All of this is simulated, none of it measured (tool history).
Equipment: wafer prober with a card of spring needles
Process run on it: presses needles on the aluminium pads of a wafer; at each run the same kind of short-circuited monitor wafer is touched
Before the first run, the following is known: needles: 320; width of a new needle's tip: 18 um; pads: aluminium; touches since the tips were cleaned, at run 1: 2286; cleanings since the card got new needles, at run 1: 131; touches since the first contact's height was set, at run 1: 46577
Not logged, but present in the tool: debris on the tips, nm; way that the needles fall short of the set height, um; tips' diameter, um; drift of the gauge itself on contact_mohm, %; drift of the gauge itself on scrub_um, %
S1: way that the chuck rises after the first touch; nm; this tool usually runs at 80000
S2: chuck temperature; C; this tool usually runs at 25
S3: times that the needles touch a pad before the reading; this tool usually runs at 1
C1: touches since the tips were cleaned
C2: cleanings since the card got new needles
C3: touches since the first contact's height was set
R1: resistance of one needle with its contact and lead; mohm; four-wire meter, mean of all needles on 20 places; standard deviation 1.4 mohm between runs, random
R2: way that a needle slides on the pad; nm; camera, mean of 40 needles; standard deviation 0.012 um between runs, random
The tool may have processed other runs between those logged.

run 1 day=0.000 | S1=80000 S2=25 S3=1 | C1=2286 C2=131 C3=46577 | R1=135 R2=12080
-- day=0.142 tips cleaned on abrasive film
-- day=0.546 tips cleaned on abrasive film
run 2 day=0.588 | S1=80000 S2=25 S3=1 | C1=505 C2=133 C3=53217 | R1=121 R2=12060
-- day=0.950 tips cleaned on abrasive film
-- day=1.362 tips cleaned on abrasive film
-- day=1.700 tips cleaned on abrasive film
run 3 day=1.792 | S1=60000 S2=25 S3=1 | C1=1021 C2=136 C3=66824 | R1=141 R2=9000
-- day=2.083 tips cleaned on abrasive film
-- day=2.433 tips cleaned on abrasive film
run 4 day=2.588 | S1=60000 S2=25 S3=1 | C1=1736 C2=138 C3=75828 | R1=149 R2=9000
-- day=2.754 height of the first contact set anew
-- day=2.838 tips cleaned on abrasive film
-- day=3.204 tips cleaned on abrasive film
-- day=3.600 tips cleaned on abrasive film
run 5 day=3.800 | S1=60000 S2=25 S3=1 | C1=2319 C2=141 C3=11821 | R1=148 R2=9100
-- day=3.975 tips cleaned on abrasive film
-- day=4.367 tips cleaned on abrasive film
-- day=4.754 tips cleaned on abrasive film
run 6 day=5.012 | S1=80000 S2=72 S3=1 | C1=2983 C2=144 C3=25533 | R1=142 R2=12110
-- day=5.096 tips cleaned on abrasive film
-- day=5.479 tips cleaned on abrasive film
-- day=5.879 tips cleaned on abrasive film
run 7 day=5.946 | S1=80000 S2=25 S3=1 | C1=754 C2=147 C3=36037 | R1=127 R2=12060
-- day=6.283 tips cleaned on abrasive film
-- day=6.679 tips cleaned on abrasive film
-- day=7.075 tips cleaned on abrasive film
run 8 day=7.075 | S1=94000 S2=25 S3=1 | C1=0 C2=150 C3=48809 | R1=117 R2=14200
-- day=7.438 tips cleaned on abrasive film
-- day=7.833 tips cleaned on abrasive film
run 9 day=7.938 | S1=94000 S2=25 S3=1 | C1=1220 C2=152 C3=58607 | R1=123 R2=14200
-- day=8.229 tips cleaned on abrasive film
-- day=8.612 tips cleaned on abrasive film
-- day=8.950 tips cleaned on abrasive film
run 10 day=9.033 | S1=84000 S2=25 S3=1 | C1=908 C2=155 C3=70968 | R1=127 R2=12640
-- day=9.354 tips cleaned on abrasive film
-- day=9.621 height of the first contact set anew
-- day=9.792 tips cleaned on abrasive film
-- day=10.196 tips cleaned on abrasive film
run 11 day=10.342 | S1=84000 S2=25 S3=1 | C1=1687 C2=158 C3=8172 | R1=131 R2=12750
-- day=10.600 tips cleaned on abrasive film
-- day=10.979 tips cleaned on abrasive film
-- day=11.354 tips cleaned on abrasive film
run 12 day=11.496 | S1=80000 S2=117 S3=1 | C1=1595 C2=161 C3=21211 | R1=144 R2=12130
-- day=11.729 tips cleaned on abrasive film
-- day=12.129 tips cleaned on abrasive film
-- day=12.508 tips cleaned on abrasive film
run 13 day=12.783 | S1=80000 S2=117 S3=1 | C1=3130 C2=164 C3=35800 | R1=148 R2=12090
-- day=12.871 tips cleaned on abrasive film
-- day=13.279 tips cleaned on abrasive film
-- day=13.633 tips cleaned on abrasive film
run 14 day=13.633 | S1=67000 S2=85 S3=2 | C1=0 C2=167 C3=45372 | R1=127 R2=10080
-- day=14.046 tips cleaned on abrasive film
-- day=14.383 tips cleaned on abrasive film
run 15 day=14.650 | S1=83000 S2=44 S3=2 | C1=3037 C2=169 C3=56925 | R1=132 R2=12510
-- day=14.738 tips cleaned on abrasive film
-- day=15.142 tips cleaned on abrasive film
run 16 day=15.446 | S1=83000 S2=44 S3=2 | C1=3518 C2=171 C3=65940 | R1=133 R2=12500
-- day=15.538 tips cleaned on abrasive film
-- day=15.917 tips cleaned on abrasive film
run 17 day=15.988 | S1=83000 S2=44 S3=2 | C1=786 C2=173 C3=72023 | R1=124 R2=12470
-- day=16.262 tips cleaned on abrasive film
-- day=16.525 height of the first contact set anew
-- day=16.671 tips cleaned on abrasive film
-- day=17.083 tips cleaned on abrasive film
run 18 day=17.321 | S1=97000 S2=48 S3=2 | C1=2720 C2=176 C3=9023 | R1=126 R2=14730
-- day=17.488 tips cleaned on abrasive film
-- day=17.883 tips cleaned on abrasive film
-- day=18.225 tips cleaned on abrasive film
-- day=18.629 tips cleaned on abrasive film
run 19 day=18.633 | S1=96000 S2=28 S3=1 | C1=32 C2=180 C3=23816 | R1=117 R2=14550
-- day=18.971 tips cleaned on abrasive film
-- day=19.350 tips cleaned on abrasive film
-- day=19.729 tips cleaned on abrasive film
run 20 day=19.733 | S1=96000 S2=28 S3=1 | C1=42 C2=183 C3=36266 | R1=118 R2=14520
-- day=20.150 tips cleaned on abrasive film
run 21 day=20.458 | S1=96000 S2=28 S3=1 | C1=3507 C2=184 C3=44506 | R1=135 R2=14520
-- day=20.525 tips cleaned on abrasive film
-- day=20.925 tips cleaned on abrasive film
-- day=21.338 tips cleaned on abrasive film
run 22 day=21.350 | S1=69000 S2=75 S3=2 | C1=154 C2=187 C3=54561 | R1=125 R2=10390
-- day=21.692 tips cleaned on abrasive film
-- day=22.112 tips cleaned on abrasive film
run 23 day=22.221 | S1=60000 S2=38 S3=1 | C1=1233 C2=189 C3=64423 | R1=148 R2=8990
-- day=22.512 tips cleaned on abrasive film
-- day=22.904 tips cleaned on abrasive film
run 24 day=22.904 | S1=60000 S2=38 S3=1 | C1=0 C2=191 C3=72143 | R1=123 R2=8990
-- day=23.329 tips cleaned on abrasive film
-- day=23.421 height of the first contact set anew
run 25 day=23.612 | S1=65000 S2=25 S3=3 | C1=3084 C2=192 C3=2181 | R1=130 R2=9870

Results per run with the tool's hidden condition removed, run-to-run variation unchanged:
run=1 R1=115 R2=12150
run=2 R1=111 R2=12150
run=3 R1=118 R2=9110
run=4 R1=118 R2=9120
run=5 R1=115 R2=9120
run=6 R1=119 R2=12160
run=7 R1=116 R2=12130
run=8 R1=114 R2=14290
run=9 R1=111 R2=14300
run=10 R1=114 R2=12760
run=11 R1=113 R2=12760
run=12 R1=128 R2=12180
run=13 R1=126 R2=12150
run=14 R1=125 R2=10170
run=15 R1=117 R2=12620
run=16 R1=118 R2=12630
run=17 R1=117 R2=12610
run=18 R1=115 R2=14740
run=19 R1=114 R2=14590
run=20 R1=115 R2=14580
run=21 R1=114 R2=14590
run=22 R1=120 R2=10480
run=23 R1=120 R2=9090
run=24 R1=118 R2=9110
run=25 R1=115 R2=9870

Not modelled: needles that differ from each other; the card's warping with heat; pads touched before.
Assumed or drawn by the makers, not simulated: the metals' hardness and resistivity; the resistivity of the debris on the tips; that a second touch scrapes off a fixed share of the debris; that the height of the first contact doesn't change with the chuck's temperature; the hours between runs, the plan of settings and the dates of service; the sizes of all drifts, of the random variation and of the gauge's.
